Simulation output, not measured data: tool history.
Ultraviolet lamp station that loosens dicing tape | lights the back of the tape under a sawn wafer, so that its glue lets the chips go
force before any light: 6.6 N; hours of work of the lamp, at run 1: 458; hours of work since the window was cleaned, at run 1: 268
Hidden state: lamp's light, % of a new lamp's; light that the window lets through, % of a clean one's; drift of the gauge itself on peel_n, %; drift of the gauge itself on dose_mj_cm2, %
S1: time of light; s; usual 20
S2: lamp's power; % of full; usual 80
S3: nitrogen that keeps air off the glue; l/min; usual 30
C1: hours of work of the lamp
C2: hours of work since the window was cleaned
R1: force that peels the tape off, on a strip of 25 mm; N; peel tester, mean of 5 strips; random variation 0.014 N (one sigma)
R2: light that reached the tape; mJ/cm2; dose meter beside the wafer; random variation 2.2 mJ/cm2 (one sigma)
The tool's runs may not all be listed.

run   hour  S1  S2  S3   C1   C2     R1   R2
  1    0.0  20  80  30  458  268  1.024  157
  2   11.0  20  80  30  463  274  1.041  157
  3   32.7  20  80  30  474  285  1.063  160
  4   45.2  20  80  30  481  291  1.023  156
  5   57.7  20  80  30  487  298  1.067  158
  6   80.7  20  80  30  499  309  1.082  154
  7   90.7  20  80  30  504  314  1.118  153
  8  111.2  20  80  30  514  325  1.117  150
  9  124.6  20  80  30  521  331  1.100  155
 10  141.3  20  80  30  529  340  1.145  153
 11  160.7  36  80  30  539  350  0.314  274
 12  179.7  20  80  30  549  359  1.169  151
 13  190.1  12  80  30  554  365  2.207   90
 14  209.2  20  67  30  564  374  1.481  121
 15  220.1  20  80  30  569  380  1.159  149
     222.2  -- window cleaned of glue's vapour
 16  239.4  11  80  30  579    9  2.202   92
 17  250.0  11  80  30  584   14  2.074   95
 18  265.9  10  69  35  592   22  2.662   76
 19  276.8  20  61  59  598   28  1.162  131
 20  299.1  14  61  10  609   39  2.870   94
 21  318.4  14  84  20  619   49  1.700  125
 22  336.3  14  84  20  628   58  1.819  124
 23  357.4  11  84  27  639   69  2.090   96
 24  375.5  13  80  30  648   78  1.857  106
 25  393.0  32  80  22  657   87  0.393  267
 26  409.5  20  80  13  665   95  1.407  167
 27  424.0  20  81  30  673  102  0.959  165
 28  438.7  15  61  30  680  110  2.254   94
 29  452.0  32  79  17  687  117  0.533  263
 30  469.2  30  70  30  695  125  0.569  209

Run 31 comes next. What will it give?
 31  483.1  19  98  17  703  132   ?   ?

{"run 31": {"R1": 1.009, "R2": 187}}
Without the tool's hidden state the same run would have given R1 0.642 N, R2 234 mJ/cm2.

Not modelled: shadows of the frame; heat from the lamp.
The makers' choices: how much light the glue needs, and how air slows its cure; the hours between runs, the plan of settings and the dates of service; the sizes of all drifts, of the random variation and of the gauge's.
